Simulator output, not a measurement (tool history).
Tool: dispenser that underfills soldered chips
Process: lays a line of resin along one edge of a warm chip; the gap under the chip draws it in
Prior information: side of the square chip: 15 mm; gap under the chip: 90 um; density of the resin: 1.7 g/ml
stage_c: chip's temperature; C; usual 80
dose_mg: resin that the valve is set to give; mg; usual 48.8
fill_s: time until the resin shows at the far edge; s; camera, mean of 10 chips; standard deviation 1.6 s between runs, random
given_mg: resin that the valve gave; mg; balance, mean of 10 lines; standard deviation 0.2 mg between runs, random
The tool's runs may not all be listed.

run 1 hour=0.0 | stage_c=80 dose_mg=48.8 | fill_s=205.4 given_mg=47.30
-- hour=7.2 new syringe of resin
run 2 hour=7.2 | stage_c=81 dose_mg=48.8 | fill_s=165.5 given_mg=47.16
run 3 hour=17.5 | stage_c=67 dose_mg=48.8 | fill_s=489.6 given_mg=47.00
-- hour=18.8 new syringe of resin
run 4 hour=27.8 | stage_c=67 dose_mg=60.2 | fill_s=448.8 given_mg=57.83
-- hour=30.3 new syringe of resin
run 5 hour=36.7 | stage_c=80 dose_mg=48.8 | fill_s=228.5 given_mg=46.27
-- hour=41.8 new syringe of resin
run 6 hour=46.8 | stage_c=80 dose_mg=48.8 | fill_s=214.8 given_mg=46.31
-- hour=53.0 new syringe of resin
run 7 hour=53.0 | stage_c=80 dose_mg=48.8 | fill_s=177.9 given_mg=45.99
run 8 hour=60.8 | stage_c=80 dose_mg=48.8 | fill_s=244.4 given_mg=45.59
-- hour=64.1 new syringe of resin
-- hour=68.1 dispensing valve cleaned and set on the balance
run 9 hour=70.9 | stage_c=80 dose_mg=48.8 | fill_s=216.0 given_mg=48.49
-- hour=76.5 new syringe of resin
run 10 hour=78.5 | stage_c=80 dose_mg=48.8 | fill_s=189.0 given_mg=48.91
-- hour=88.0 new syringe of resin
run 11 hour=90.6 | stage_c=67 dose_mg=60.9 | fill_s=350.7 given_mg=59.97
run 12 hour=98.7 | stage_c=68 dose_mg=61.1 | fill_s=474.0 given_mg=60.31
-- hour=100.0 new syringe of resin
run 13 hour=105.5 | stage_c=75 dose_mg=50.8 | fill_s=277.1 given_mg=49.97
-- hour=112.1 new syringe of resin
run 14 hour=116.8 | stage_c=86 dose_mg=56.1 | fill_s=155.9 given_mg=54.76
-- hour=124.0 new syringe of resin
run 15 hour=126.0 | stage_c=80 dose_mg=47.3 | fill_s=194.2 given_mg=45.85
-- hour=135.4 new syringe of resin
run 16 hour=137.8 | stage_c=77 dose_mg=61.0 | fill_s=210.9 given_mg=58.83
run 17 hour=144.0 | stage_c=93 dose_mg=61.0 | fill_s=140.6 given_mg=58.81
-- hour=147.3 new syringe of resin
run 18 hour=153.3 | stage_c=80 dose_mg=44.3 | fill_s=232.4 given_mg=42.17
-- hour=159.0 new syringe of resin
run 19 hour=164.1 | stage_c=82 dose_mg=53.5 | fill_s=199.8 given_mg=50.56

5 options for the next run, each taken on its own from the tool as it stands now. Forecast them:
-- hour=170.2 new syringe of resin
run A hour=172.3 | stage_c=82 dose_mg=52.5 | fill_s=? given_mg=?
-- hour=170.2 new syringe of resin
run B hour=172.3 | stage_c=85 dose_mg=46.9 | fill_s=? given_mg=?
-- hour=170.2 new syringe of resin
run C hour=172.3 | stage_c=79 dose_mg=49.1 | fill_s=? given_mg=?
-- hour=170.2 new syringe of resin
run D hour=172.3 | stage_c=84 dose_mg=42.9 | fill_s=? given_mg=?
-- hour=170.2 new syringe of resin
run E hour=172.3 | stage_c=80 dose_mg=53.8 | fill_s=? given_mg=?

run=A fill_s=169.7 given_mg=49.64
run=B fill_s=158.6 given_mg=44.42
run=C fill_s=202.3 given_mg=46.43
run=D fill_s=168.6 given_mg=40.81
run=E fill_s=187.8 given_mg=50.86
What these runs would have given with no unlogged condition in the tool:
run=A fill_s=141.5 given_mg=52.50
run=B fill_s=131.7 given_mg=46.99
run=C fill_s=167.8 given_mg=49.11
run=D fill_s=139.2 given_mg=43.16
run=E fill_s=156.6 given_mg=53.81

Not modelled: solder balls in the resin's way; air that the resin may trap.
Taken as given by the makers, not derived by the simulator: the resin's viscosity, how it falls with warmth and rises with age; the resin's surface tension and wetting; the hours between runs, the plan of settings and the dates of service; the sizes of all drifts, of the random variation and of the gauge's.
